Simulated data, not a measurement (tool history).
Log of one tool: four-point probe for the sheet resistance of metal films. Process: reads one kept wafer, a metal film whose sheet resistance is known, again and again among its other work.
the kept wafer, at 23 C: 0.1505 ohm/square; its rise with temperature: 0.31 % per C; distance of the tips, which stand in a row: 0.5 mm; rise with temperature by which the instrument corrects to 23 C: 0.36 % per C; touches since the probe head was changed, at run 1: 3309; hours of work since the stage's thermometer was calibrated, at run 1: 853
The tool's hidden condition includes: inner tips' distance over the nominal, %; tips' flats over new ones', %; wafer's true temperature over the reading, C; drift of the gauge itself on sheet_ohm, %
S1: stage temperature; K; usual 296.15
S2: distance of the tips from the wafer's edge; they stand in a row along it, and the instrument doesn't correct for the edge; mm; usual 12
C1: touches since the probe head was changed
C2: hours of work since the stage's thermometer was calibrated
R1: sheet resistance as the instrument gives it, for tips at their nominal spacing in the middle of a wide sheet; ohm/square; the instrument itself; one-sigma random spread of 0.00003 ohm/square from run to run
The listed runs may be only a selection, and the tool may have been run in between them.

run,day,S1,S2,C1,C2,R1
1,0.000,296.15,12,3309,853,0.150957
2,1.183,296.15,16,3823,876,0.150888
3,1.988,296.15,16,4173,891,0.150909
4,2.933,296.15,68,4585,909,0.150778
5,4.554,296.15,5,5290,939,0.151531
6,5.954,296.15,5,5898,966,0.151605
7,7.421,296.15,5,6536,993,0.151563
8,8.271,296.15,5,6906,1009,0.151596
9,10.075,296.15,5,7690,1043,0.151679
10,10.883,301.15,12,8041,1058,0.150686
11,12.717,301.15,12,8839,1093,0.150602
12,14.612,296.15,12,9664,1129,0.150924
# day 14.788: stage's thermometer calibrated
13,15.775,296.15,12,10160,19,0.151062
14,16.738,296.15,22,10580,37,0.151012
15,17.712,296.15,22,11003,55,0.150965
16,18.525,301.15,59,11357,70,0.150625
# day 20.154: stage's thermometer calibrated, once more
17,20.296,301.15,59,12118,3,0.150244
18,21.617,307.15,8,12692,28,0.150220
19,23.517,299.15,6,13519,63,0.150923
20,24.746,305.15,13,14054,87,0.150167
21,26.238,300.15,74,14703,115,0.150276
22,28.046,304.15,8,15488,149,0.150319
23,29.871,303.15,22,16283,183,0.150185
24,31.421,293.15,22,16956,212,0.150743
25,32.488,307.15,12,17421,232,0.150044
26,33.483,307.15,12,17853,251,0.150050
27,34.496,292.15,12,18293,270,0.150924
28,35.600,292.15,17,18775,291,0.150874

What will run 29 give?
29,37.100,297.15,11,19426,319,?

Run 29 gave R1 0.150673 ohm/square.
With the hidden condition absent and the run-to-run variation left alone, this run would have shown R1 0.150620 ohm/square.
